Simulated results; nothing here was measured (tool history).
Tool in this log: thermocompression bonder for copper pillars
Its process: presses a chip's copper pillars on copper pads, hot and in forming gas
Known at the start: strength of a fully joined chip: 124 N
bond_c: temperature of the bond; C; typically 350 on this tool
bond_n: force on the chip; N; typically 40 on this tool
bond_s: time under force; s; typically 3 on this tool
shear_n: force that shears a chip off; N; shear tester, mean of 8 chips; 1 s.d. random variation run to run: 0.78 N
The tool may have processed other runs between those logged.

run	hour	bond_c	bond_n	bond_s	shear_n
1	0	350	40	3	58.9
2	12.7	350	40	3	59.2
3	20.5	350	40	3	58
4	32.3	350	40	3	57
5	41.9	350	40	3	57.4
6	57	350	26	3	43.4
7	66.8	350	26	3	42.1
8	77.3	350	26	3	42.5
9	86	350	40	7	72.7
# hour 88.2: force cell calibrated
10	100.7	350	40	7	76.7
11	109.1	350	37	7	70.8
12	118	350	40	3	57.9
13	130.8	350	40	3	57.3
# hour 135.9: force cell calibrated, once more
14	141.4	350	40	3	56.9
15	150.8	350	40	3	57.6
16	161.8	321	24	3	28.7
17	175.9	365	31	3	57.9
18	184.6	348	48	5	73
19	191.3	372	35	5	76.7
20	206.2	372	35	5	77.4
21	214.8	350	40	3	57
22	221.2	350	56	5	82
23	233	350	43	6	75.5
24	247.6	350	43	6	74.7
25	258.1	350	43	6	74.5
26	272.5	320	35	3	35.7
27	285.5	371	33	5	76.7
28	298.4	334	47	3	51.6

Each row is a separate what-if for the run after 28, all from the same tool condition, not one after another. Results?
A	312.1	336	36	4	?
B	312.1	336	37	2	?
C	312.1	336	47	3	?

run	shear_n
A	50.5
B	39.7
C	54.3
The same runs, with their run-to-run variation unchanged, on a tool lacking any hidden condition would have given:
run	shear_n
A	53.8
B	42.4
C	57.8

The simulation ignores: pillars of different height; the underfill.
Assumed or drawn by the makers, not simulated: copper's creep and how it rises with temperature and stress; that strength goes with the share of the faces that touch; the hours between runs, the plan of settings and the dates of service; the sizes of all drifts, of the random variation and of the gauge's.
